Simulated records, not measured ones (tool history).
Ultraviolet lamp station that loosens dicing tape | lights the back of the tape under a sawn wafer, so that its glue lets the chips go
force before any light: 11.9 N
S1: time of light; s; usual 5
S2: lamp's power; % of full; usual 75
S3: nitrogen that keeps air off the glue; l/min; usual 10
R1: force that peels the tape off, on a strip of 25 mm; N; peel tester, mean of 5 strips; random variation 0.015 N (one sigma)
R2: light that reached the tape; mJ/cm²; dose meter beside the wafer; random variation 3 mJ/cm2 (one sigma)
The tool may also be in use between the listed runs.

run	hour	S1	S2	S3	R1	R2
1	0	5	75	10	0.695	440
2	32.5	5	88	10	0.473	518
3	60.9	5	88	10	0.474	524
4	100.6	5	88	10	0.465	524
5	154.3	5	88	10	0.454	520
# hour 165.8: window cleaned of glue's vapour
6	184.2	5	88	10	0.468	526
7	230.4	5	88	10	0.468	517
8	265.9	5	88	10	0.444	523
9	297.4	5	75	10	0.68	442
10	334.5	6	75	10	0.446	536
11	367.5	5	75	10	0.672	442
12	409	5	75	10	0.698	443
13	445.4	5	75	7	0.813	441
14	491	5	75	7	0.825	443
15	513.3	5	75	10	0.716	442
16	549.3	5	75	10	0.683	442
17	582.7	5	75	10	0.652	449
18	624.2	5	75	10	0.678	449
19	663.9	5	75	10	0.69	440
20	695.3	5	75	10	0.677	447
21	719.9	6	75	10	0.438	535
# hour 730.8: lamp changed
# hour 754.2: window cleaned of glue's vapour
22	768.2	6	75	10	0.45	530
23	793.3	6	79	13	0.349	561
24	832.8	6	66	10	0.584	467
25	872.6	3	75	16	1.749	272
26	912.8	3	75	16	1.785	264
27	951.9	3	75	16	1.729	267
28	979.8	3	75	16	1.704	267
29	1029.6	5	75	17	0.561	443
30	1081.2	3	75	10	1.967	262
31	1104.2	3	75	8	2.096	266
32	1143.7	3	75	8	2.104	265
33	1171.4	5	67	8	0.952	391
34	1198.4	5	86	7	0.613	514
35	1244.9	5	75	11	0.658	446

4 ways to go on from here, each from the tool as it stands after run 35. What would each give?
A	1295.1	7	62	5	?	?
B	1295.1	9	83	4	?	?
C	1295.1	5	70	19	?	?
D	1295.1	10	72	9	?	?

run	R1	R2
A	0.681	509
B	0.229	887
C	0.648	413
D	0.189	850
Without the tool's hidden state the same runs would have given:
run	R1	R2
A	0.679	510
B	0.229	888
C	0.646	413
D	0.189	851
